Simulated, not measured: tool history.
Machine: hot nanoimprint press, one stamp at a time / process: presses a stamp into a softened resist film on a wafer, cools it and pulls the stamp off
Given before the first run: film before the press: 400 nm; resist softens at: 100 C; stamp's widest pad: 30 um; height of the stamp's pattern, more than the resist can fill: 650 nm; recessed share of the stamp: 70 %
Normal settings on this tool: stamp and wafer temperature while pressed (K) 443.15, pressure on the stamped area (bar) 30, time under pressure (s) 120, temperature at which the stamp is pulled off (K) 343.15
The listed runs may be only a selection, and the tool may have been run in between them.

| run | hour | stamp and wafer temperature while pressed (K) | pressure on the stamped area (bar) | time under pressure (s) | temperature at which the stamp is pulled off (K) | resist left under the stamp's widest pad (angstrom) | greatest force while the stamp is pulled off (N) |
|---|---|---|---|---|---|---|---|
| 1 | 0 | 443.15 | 30 | 120 | 343.15 | 1740 | 421 |
|  | 43.2 | stamp cleaned and given a new release coat |
| 2 | 59.8 | 443.15 | 30 | 120 | 343.15 | 1736 | 219 |
|  | 90.7 | plate thermocouple calibrated |
| 3 | 95.8 | 443.15 | 30 | 120 | 343.15 | 1700 | 228 |
| 4 | 146.9 | 443.15 | 30 | 120 | 343.15 | 1687 | 246 |
| 5 | 185.4 | 443.15 | 30 | 120 | 343.15 | 1694 | 275 |
| 6 | 241.3 | 443.15 | 30 | 120 | 343.15 | 1681 | 309 |
| 7 | 296.6 | 443.15 | 30 | 120 | 343.15 | 1679 | 326 |
|  | 352.3 | press's hydraulic seals changed and the load cell set to zero |
| 8 | 364.8 | 443.15 | 30 | 120 | 343.15 | 1613 | 364 |
| 9 | 398.2 | 443.15 | 30 | 120 | 343.15 | 1612 | 388 |
|  | 467.1 | stamp cleaned and given a new release coat |
| 10 | 467.6 | 443.15 | 30 | 120 | 343.15 | 1599 | 206 |
| 11 | 508.5 | 444.15 | 30 | 120 | 335.15 | 1541 | 275 |
|  | 532.4 | plate thermocouple calibrated, once more |
| 12 | 552.4 | 444.15 | 30 | 120 | 331.15 | 1686 | 331 |
| 13 | 607.5 | 444.15 | 30 | 120 | 331.15 | 1684 | 367 |

5 ways to go on from here, each from the tool as it stands after run 13. What would each give?
| A | 668.4 | 443.15 | 26.5 | 104 | 343.15 | ? | ? |
| B | 668.4 | 436.15 | 30 | 199 | 339.15 | ? | ? |
| C | 668.4 | 444.15 | 30 | 109 | 347.15 | ? | ? |
| D | 668.4 | 432.15 | 22.6 | 120 | 339.15 | ? | ? |
| E | 668.4 | 444.15 | 30 | 218 | 331.15 | ? | ? |

| run | resist left under the stamp's widest pad (angstrom) | greatest force while the stamp is pulled off (N) |
|---|---|---|
| A | 1927 | 313 |
| B | 1902 | 350 |
| C | 1740 | 276 |
| D | 2835 | 339 |
| E | 1311 | 431 |
The same runs, with their run-to-run variation unchanged, on a tool lacking any hidden condition would have given:
| run | resist left under the stamp's widest pad (angstrom) | greatest force while the stamp is pulled off (N) |
|---|---|---|
| A | 1926 | 210 |
| B | 1902 | 235 |
| C | 1738 | 185 |
| D | 2838 | 227 |
| E | 1309 | 288 |
